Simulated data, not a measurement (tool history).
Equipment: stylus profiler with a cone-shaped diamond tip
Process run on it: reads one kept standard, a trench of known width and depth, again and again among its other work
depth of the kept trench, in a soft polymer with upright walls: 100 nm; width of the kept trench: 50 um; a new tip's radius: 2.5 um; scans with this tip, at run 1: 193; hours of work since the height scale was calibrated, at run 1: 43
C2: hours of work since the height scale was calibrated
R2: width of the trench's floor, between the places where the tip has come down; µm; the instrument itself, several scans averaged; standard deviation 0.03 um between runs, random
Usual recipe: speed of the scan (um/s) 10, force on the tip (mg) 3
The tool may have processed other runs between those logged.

Run 1, day 0: usual settings; scans with this tip 193; C2 43. Result: depth of the trench (Å) 1012.2, R2 48.56 µm.
Run 2, day 0.483: usual settings; scans with this tip 225; C2 50. Result: depth of the trench (Å) 1012.1, R2 48.5 µm.
Run 3, day 1.104: usual settings; scans with this tip 266; C2 60. Result: depth of the trench (Å) 1012, R2 48.54 µm.
Run 4, day 1.417: usual settings but force on the tip (mg) 3.14; scans with this tip 286; C2 64. Result: depth of the trench (Å) 1012.1, R2 48.49 µm.
Run 5, day 1.783: usual settings but force on the tip (mg) 3.14; scans with this tip 310; C2 70. Result: depth of the trench (Å) 1012.1, R2 48.54 µm.
Run 6, day 2.358: usual settings; scans with this tip 348; C2 78. Result: depth of the trench (Å) 1011.9, R2 48.51 µm.
Run 7, day 2.829: usual settings; scans with this tip 380; C2 85. Result: depth of the trench (Å) 1012.1, R2 48.46 µm.
Run 8, day 3.529: usual settings; scans with this tip 426; C2 95. Result: depth of the trench (Å) 1011.6, R2 48.48 µm.
Run 9, day 3.838: usual settings but speed of the scan (um/s) 32; scans with this tip 446; C2 100. Result: depth of the trench (Å) 1011.7, R2 48.44 µm.
Run 10, day 4.508: usual settings but speed of the scan (um/s) 32; scans with this tip 490; C2 110. Result: depth of the trench (Å) 1012, R2 48.33 µm.
Run 11, day 4.892: usual settings but speed of the scan (um/s) 5; scans with this tip 515; C2 115. Result: depth of the trench (Å) 1011.9, R2 48.44 µm.
Run 12, day 5.529: usual settings but speed of the scan (um/s) 5; scans with this tip 558; C2 125. Result: depth of the trench (Å) 1011.8, R2 48.41 µm.
Run 13, day 6.117: usual settings but speed of the scan (um/s) 17; scans with this tip 596; C2 133. Result: depth of the trench (Å) 1011.9, R2 48.42 µm.
Run 14, day 6.846: usual settings; scans with this tip 644; C2 144. Result: depth of the trench (Å) 1011.9, R2 48.46 µm.
Run 15, day 7.533: usual settings; scans with this tip 690; C2 154. Result: depth of the trench (Å) 1011.8, R2 48.41 µm.
Run 16, day 8.071: usual settings but force on the tip (mg) 1.03; scans with this tip 725; C2 162. Result: depth of the trench (Å) 1005.3, R2 48.42 µm.
Run 17, day 8.554: usual settings but speed of the scan (um/s) 5; scans with this tip 757; C2 169. Result: depth of the trench (Å) 1011.7, R2 48.47 µm.
Run 18, day 8.954: usual settings but force on the tip (mg) 1.22; scans with this tip 784; C2 175. Result: depth of the trench (Å) 1006.2, R2 48.4 µm.
Run 19, day 9.679: usual settings but force on the tip (mg) 1.22; scans with this tip 831; C2 186. Result: depth of the trench (Å) 1006.2, R2 48.37 µm.
Run 20, day 10.271: usual settings but force on the tip (mg) 1.22; scans with this tip 870; C2 195. Result: depth of the trench (Å) 1006, R2 48.4 µm.
Run 21, day 10.808: usual settings but force on the tip (mg) 1.22; scans with this tip 906; C2 203. Result: depth of the trench (Å) 1006, R2 48.39 µm.
Run 22, day 11.283: usual settings but speed of the scan (um/s) 16; scans with this tip 937; C2 210. Result: depth of the trench (Å) 1011.5, R2 48.33 µm.
Run 23, day 11.854: usual settings but force on the tip (mg) 4.47; scans with this tip 975; C2 218. Result: depth of the trench (Å) 1015.7, R2 48.43 µm.
Run 24, day 12.321: usual settings but speed of the scan (um/s) 6, force on the tip (mg) 7.05; scans with this tip 1005; C2 225. Result: depth of the trench (Å) 1021.5, R2 48.4 µm.
Run 25, day 12.95: usual settings but force on the tip (mg) 1.68; scans with this tip 1047; C2 234. Result: depth of the trench (Å) 1007.4, R2 48.4 µm.
Run 26, day 13.612: usual settings but force on the tip (mg) 2.55; scans with this tip 1091; C2 244. Result: depth of the trench (Å) 1010.5, R2 48.4 µm.
Run 27, day 14.304: usual settings but speed of the scan (um/s) 7, force on the tip (mg) 7.3; scans with this tip 1136; C2 254. Result: depth of the trench (Å) 1021.9, R2 48.36 µm.
Run 28, day 14.792: usual settings but speed of the scan (um/s) 31, force on the tip (mg) 1.93; scans with this tip 1168; C2 261. Result: depth of the trench (Å) 1008.3, R2 48.29 µm.
Run 29, day 15.488: usual settings but force on the tip (mg) 2.53; scans with this tip 1214; C2 272. Result: depth of the trench (Å) 1010.6, R2 48.39 µm.
Run 30, day 15.792: usual settings but force on the tip (mg) 2.53; scans with this tip 1234; C2 276. Result: depth of the trench (Å) 1010.2, R2 48.34 µm.
Run 31, day 16.5: usual settings but speed of the scan (um/s) 3, force on the tip (mg) 7.12; scans with this tip 1281; C2 287. Result: depth of the trench (Å) 1021.3, R2 48.39 µm.
Run 32, day 17.004: usual settings but force on the tip (mg) 1.72; scans with this tip 1314; C2 294. Result: depth of the trench (Å) 1007.3, R2 48.32 µm.
Run 33, day 17.542: usual settings but force on the tip (mg) 1.72; scans with this tip 1350; C2 302. Result: depth of the trench (Å) 1007.5, R2 48.33 µm.
Run 34, day 17.842: usual settings but speed of the scan (um/s) 20, force on the tip (mg) 8.1; scans with this tip 1369; C2 306. Result: depth of the trench (Å) 1022.9, R2 48.29 µm.
Run 35, day 18.312: usual settings but speed of the scan (um/s) 7, force on the tip (mg) 2.41; scans with this tip 1400; C2 313. Result: depth of the trench (Å) 1010, R2 48.36 µm.
Run 36, day 18.775: usual settings but speed of the scan (um/s) 33, force on the tip (mg) 1.22; scans with this tip 1431; C2 320. Result: depth of the trench (Å) 1005.7, R2 48.18 µm.
Run 37, day 19.104: usual settings but speed of the scan (um/s) 33, force on the tip (mg) 1.22; scans with this tip 1453; C2 325. Result: depth of the trench (Å) 1006.1, R2 48.19 µm.
Run 38, day 19.738: usual settings but force on the tip (mg) 2.01; scans with this tip 1494; C2 334. Result: depth of the trench (Å) 1008.5, R2 48.35 µm.
Run 39, day 20.283: usual settings but speed of the scan (um/s) 13, force on the tip (mg) 2.05; scans with this tip 1530; C2 342. Result: depth of the trench (Å) 1008.6, R2 48.32 µm.
Run 40, day 20.771: usual settings but force on the tip (mg) 7.88; scans with this tip 1563; C2 350. Result: depth of the trench (Å) 1023, R2 48.32 µm.
Run 41, day 21.317: usual settings but force on the tip (mg) 7.88; scans with this tip 1598; C2 358. Result: depth of the trench (Å) 1022.8, R2 48.35 µm.
Run 42, day 21.712: usual settings but force on the tip (mg) 3.11; scans with this tip 1625; C2 363. Result: depth of the trench (Å) 1011.9, R2 48.33 µm.
Run 43, day 22.129: usual settings but force on the tip (mg) 3.11; scans with this tip 1652; C2 370. Result: depth of the trench (Å) 1011.7, R2 48.31 µm.
Run 44, day 22.792: usual settings but speed of the scan (um/s) 19, force on the tip (mg) 2.47; scans with this tip 1696; C2 379. Result: depth of the trench (Å) 1009.7, R2 48.26 µm.
Run 45, day 23.45: usual settings but speed of the scan (um/s) 9, force on the tip (mg) 2.7; scans with this tip 1739; C2 389. Result: depth of the trench (Å) 1010.5, R2 48.35 µm.
Run 46, day 23.838: usual settings but speed of the scan (um/s) 34, force on the tip (mg) 4.71; scans with this tip 1765; C2 395. Result: depth of the trench (Å) 1015.7, R2 48.22 µm.

3 ways to go on from here, each from the tool as it stands after run 46. What would each give?
Run A, day 24.392: usual settings but force on the tip (mg) 2.56; scans with this tip 1801; C2 403. Result: depth of the trench (Å) ?, R2 ?.
Run B, day 24.392: usual settings but speed of the scan (um/s) 5; scans with this tip 1801; C2 403. Result: depth of the trench (Å) ?, R2 ?.
Run C, day 24.392: usual settings but speed of the scan (um/s) 13, force on the tip (mg) 2.34; scans with this tip 1801; C2 403. Result: depth of the trench (Å) ?, R2 ?.

run  depth of the trench (Å)     R2
  A                   1010.1   48.3
  B                     1011  48.28
  C                   1009.3   48.3
Had the tool no hidden state, the same runs would have come out as:
run  depth of the trench (Å)     R2
  A                   1011.4  48.56
  B                   1012.3  48.54
  C                   1010.6  48.56
